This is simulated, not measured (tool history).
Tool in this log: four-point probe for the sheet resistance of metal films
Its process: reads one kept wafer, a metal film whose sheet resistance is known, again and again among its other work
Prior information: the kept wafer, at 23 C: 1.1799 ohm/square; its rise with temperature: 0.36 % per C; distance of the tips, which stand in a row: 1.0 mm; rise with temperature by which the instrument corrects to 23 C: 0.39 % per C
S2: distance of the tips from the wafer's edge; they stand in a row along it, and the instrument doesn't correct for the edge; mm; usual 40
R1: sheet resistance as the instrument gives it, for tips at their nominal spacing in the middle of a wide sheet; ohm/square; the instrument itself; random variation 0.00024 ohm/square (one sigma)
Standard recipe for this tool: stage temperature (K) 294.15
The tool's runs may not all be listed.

{"run": 1, "hour": 0.0, "stage temperature (K)": 294.15, "S2": 40, "R1": 1.184147}
{"run": 2, "hour": 17.2, "stage temperature (K)": 294.15, "S2": 40, "R1": 1.184291}
{"run": 3, "hour": 39.9, "stage temperature (K)": 294.15, "S2": 40, "R1": 1.184348}
{"run": 4, "hour": 60.2, "stage temperature (K)": 294.15, "S2": 40, "R1": 1.184438}
{"run": 5, "hour": 79.8, "stage temperature (K)": 294.15, "S2": 40, "R1": 1.184498}
{"run": 6, "hour": 111.9, "stage temperature (K)": 303.15, "S2": 40, "R1": 1.181809}
{"run": 7, "hour": 135.5, "stage temperature (K)": 294.15, "S2": 54, "R1": 1.184641}
{"run": 8, "hour": 150.9, "stage temperature (K)": 307.15, "S2": 47, "R1": 1.180607}
{"run": 9, "hour": 179.6, "stage temperature (K)": 307.15, "S2": 47, "R1": 1.180682}
{"run": 10, "hour": 199.6, "stage temperature (K)": 294.15, "S2": 6, "R1": 1.201628}
{"run": 11, "hour": 222.5, "stage temperature (K)": 294.15, "S2": 6, "R1": 1.202023}
{"run": 12, "hour": 260.0, "stage temperature (K)": 300.15, "S2": 5, "R1": 1.207261}
{"run": 13, "hour": 290.9, "stage temperature (K)": 297.15, "S2": 6, "R1": 1.201228}

A few steps of R1 between consecutive runs. Split each: what settings, incoming material and random variation would produce without the hidden state, and what is left over for the hidden state, along with gauge scatter present in only one of the two compared results (measured, and without hidden state):
The hidden state here: inner tips' distance over the nominal, %; tips' flats over new ones', %; wafer's true temperature over the reading, C; drift of the gauge itself on sheet_ohm, %.
Run 9 -> 10: stage temperature (K) 307.15 -> 294.15, S2 47 -> 6. R1 +0.020946 ohm/square: hidden state +0.000117, all else +0.020829.
